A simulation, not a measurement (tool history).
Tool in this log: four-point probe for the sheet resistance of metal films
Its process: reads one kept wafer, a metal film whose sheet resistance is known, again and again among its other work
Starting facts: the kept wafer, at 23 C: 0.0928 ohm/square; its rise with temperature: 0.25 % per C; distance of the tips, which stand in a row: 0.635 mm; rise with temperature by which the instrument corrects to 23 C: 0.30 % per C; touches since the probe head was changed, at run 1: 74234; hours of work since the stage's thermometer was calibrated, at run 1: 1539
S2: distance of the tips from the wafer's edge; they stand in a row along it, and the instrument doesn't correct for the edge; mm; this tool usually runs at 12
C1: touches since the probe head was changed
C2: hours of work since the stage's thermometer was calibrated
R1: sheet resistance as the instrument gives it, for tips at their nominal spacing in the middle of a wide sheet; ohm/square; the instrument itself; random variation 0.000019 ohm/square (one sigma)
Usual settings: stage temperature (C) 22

{"run": 1, "hour": 0.0, "stage temperature (C)": 22, "S2": 12, "C1": 74234, "C2": 1539, "R1": 0.092527}
{"run": 2, "hour": 54.9, "stage temperature (C)": 22, "S2": 12, "C1": 77393, "C2": 1579, "R1": 0.092472}
{"run": 3, "hour": 99.2, "stage temperature (C)": 22, "S2": 12, "C1": 79945, "C2": 1612, "R1": 0.092498}
{"run": 4, "hour": 129.4, "stage temperature (C)": 22, "S2": 12, "C1": 81686, "C2": 1634, "R1": 0.092478}
{"run": 5, "hour": 163.6, "stage temperature (C)": 22, "S2": 12, "C1": 83653, "C2": 1659, "R1": 0.092461}
{"run": 6, "hour": 210.5, "stage temperature (C)": 22, "S2": 12, "C1": 86356, "C2": 1693, "R1": 0.092415}
{"run": 7, "hour": 267.1, "stage temperature (C)": 21, "S2": 12, "C1": 89613, "C2": 1734, "R1": 0.092508}
{"run": 8, "hour": 318.7, "stage temperature (C)": 21, "S2": 12, "C1": 92589, "C2": 1772, "R1": 0.092461}
{"run": 9, "hour": 384.8, "stage temperature (C)": 21, "S2": 12, "C1": 96391, "C2": 1820, "R1": 0.0924}
{"run": 10, "hour": 445.6, "stage temperature (C)": 22, "S2": 40, "C1": 99891, "C2": 1865, "R1": 0.092216}
{"run": 11, "hour": 472.8, "stage temperature (C)": 22, "S2": 12, "C1": 101463, "C2": 1885, "R1": 0.092347}
{"run": 12, "hour": 505.2, "stage temperature (C)": 22, "S2": 12, "C1": 103328, "C2": 1909, "R1": 0.092343}
{"run": 13, "hour": 562.6, "stage temperature (C)": 22, "S2": 12, "C1": 106630, "C2": 1950, "R1": 0.092312}
{"run": 14, "hour": 616.0, "stage temperature (C)": 22, "S2": 12, "C1": 109705, "C2": 1990, "R1": 0.092283}
{"hour": 628.2, "done": "stage's thermometer calibrated"}
{"run": 15, "hour": 664.3, "stage temperature (C)": 22, "S2": 12, "C1": 112458, "C2": 26, "R1": 0.092305}
{"run": 16, "hour": 726.1, "stage temperature (C)": 33, "S2": 12, "C1": 116017, "C2": 72, "R1": 0.091751}
{"hour": 735.6, "done": "stage's thermometer calibrated, once more"}
{"run": 17, "hour": 767.2, "stage temperature (C)": 19, "S2": 12, "C1": 118358, "C2": 23, "R1": 0.092342}
{"run": 18, "hour": 794.2, "stage temperature (C)": 22, "S2": 27, "C1": 119910, "C2": 43, "R1": 0.092063}
{"run": 19, "hour": 825.5, "stage temperature (C)": 19, "S2": 12, "C1": 121716, "C2": 66, "R1": 0.092325}
{"run": 20, "hour": 877.6, "stage temperature (C)": 19, "S2": 12, "C1": 124715, "C2": 104, "R1": 0.092295}
{"run": 21, "hour": 939.9, "stage temperature (C)": 20, "S2": 4, "C1": 128304, "C2": 149, "R1": 0.093333}
{"run": 22, "hour": 982.0, "stage temperature (C)": 21, "S2": 4, "C1": 130729, "C2": 180, "R1": 0.093255}
{"run": 23, "hour": 1041.9, "stage temperature (C)": 20, "S2": 53, "C1": 134177, "C2": 224, "R1": 0.092053}
{"run": 24, "hour": 1071.0, "stage temperature (C)": 27, "S2": 5, "C1": 135851, "C2": 245, "R1": 0.092486}
{"run": 25, "hour": 1120.1, "stage temperature (C)": 26, "S2": 7, "C1": 138678, "C2": 281, "R1": 0.092151}
{"run": 26, "hour": 1149.3, "stage temperature (C)": 30, "S2": 4, "C1": 140361, "C2": 302, "R1": 0.092763}
{"run": 27, "hour": 1190.5, "stage temperature (C)": 30, "S2": 4, "C1": 142734, "C2": 333, "R1": 0.092725}
{"run": 28, "hour": 1248.4, "stage temperature (C)": 33, "S2": 13, "C1": 146067, "C2": 375, "R1": 0.091452}
{"run": 29, "hour": 1300.7, "stage temperature (C)": 33, "S2": 13, "C1": 149080, "C2": 413, "R1": 0.091417}
{"run": 30, "hour": 1329.6, "stage temperature (C)": 22, "S2": 15, "C1": 150741, "C2": 434, "R1": 0.091926}
{"run": 31, "hour": 1368.3, "stage temperature (C)": 23, "S2": 29, "C1": 152972, "C2": 463, "R1": 0.09181}
{"run": 32, "hour": 1432.5, "stage temperature (C)": 24, "S2": 8, "C1": 156668, "C2": 509, "R1": 0.092009}
{"run": 33, "hour": 1463.9, "stage temperature (C)": 31, "S2": 3, "C1": 158479, "C2": 532, "R1": 0.093504}
{"run": 34, "hour": 1497.9, "stage temperature (C)": 27, "S2": 64, "C1": 160436, "C2": 557, "R1": 0.091531}
{"run": 35, "hour": 1552.0, "stage temperature (C)": 21, "S2": 20, "C1": 163551, "C2": 597, "R1": 0.09183}
{"run": 36, "hour": 1587.0, "stage temperature (C)": 31, "S2": 16, "C1": 165563, "C2": 622, "R1": 0.091386}
{"run": 37, "hour": 1618.9, "stage temperature (C)": 34, "S2": 5, "C1": 167400, "C2": 646, "R1": 0.09194}
{"run": 38, "hour": 1672.0, "stage temperature (C)": 22, "S2": 4, "C1": 170458, "C2": 685, "R1": 0.092957}
{"run": 39, "hour": 1721.1, "stage temperature (C)": 24, "S2": 33, "C1": 173290, "C2": 721, "R1": 0.091609}

Some steps in R1, run to run, broken into two amounts with sign: the step expected even without the hidden condition (settings, incoming material, random variation), and the rest, left for the hidden condition together with whatever gauge scatter is not in both the measured and the hidden-condition-free result:
The hidden state here: inner tips' distance over the nominal, %; tips' flats over new ones', %; wafer's true temperature over the reading, C; drift of the gauge itself on sheet_ohm, %.
Run 16 -> 17: stage temperature (C) 33 -> 19, stage's thermometer calibrated, once more. R1 +0.000591 ohm/square: hidden state -0.000093, all else +0.000684.
Run 20 -> 21: stage temperature (C) 19 -> 20, S2 12 -> 4. R1 +0.001038 ohm/square: hidden state -0.000032, all else +0.00107.
Run 32 -> 33: stage temperature (C) 24 -> 31, S2 8 -> 3. R1 +0.001495 ohm/square: hidden state -0.000027, all else +0.001522.
Run 33 -> 34: stage temperature (C) 31 -> 27, S2 3 -> 64. R1 -0.001973 ohm/square: hidden state +0.000008, all else -0.001981.
Run 37 -> 38: stage temperature (C) 34 -> 22, S2 5 -> 4. R1 +0.001017 ohm/square: hidden state -0.000032, all else +0.001049.
Run 38 -> 39: stage temperature (C) 22 -> 24, S2 4 -> 33. R1 -0.001348 ohm/square: hidden state -0.000004, all else -0.001344.

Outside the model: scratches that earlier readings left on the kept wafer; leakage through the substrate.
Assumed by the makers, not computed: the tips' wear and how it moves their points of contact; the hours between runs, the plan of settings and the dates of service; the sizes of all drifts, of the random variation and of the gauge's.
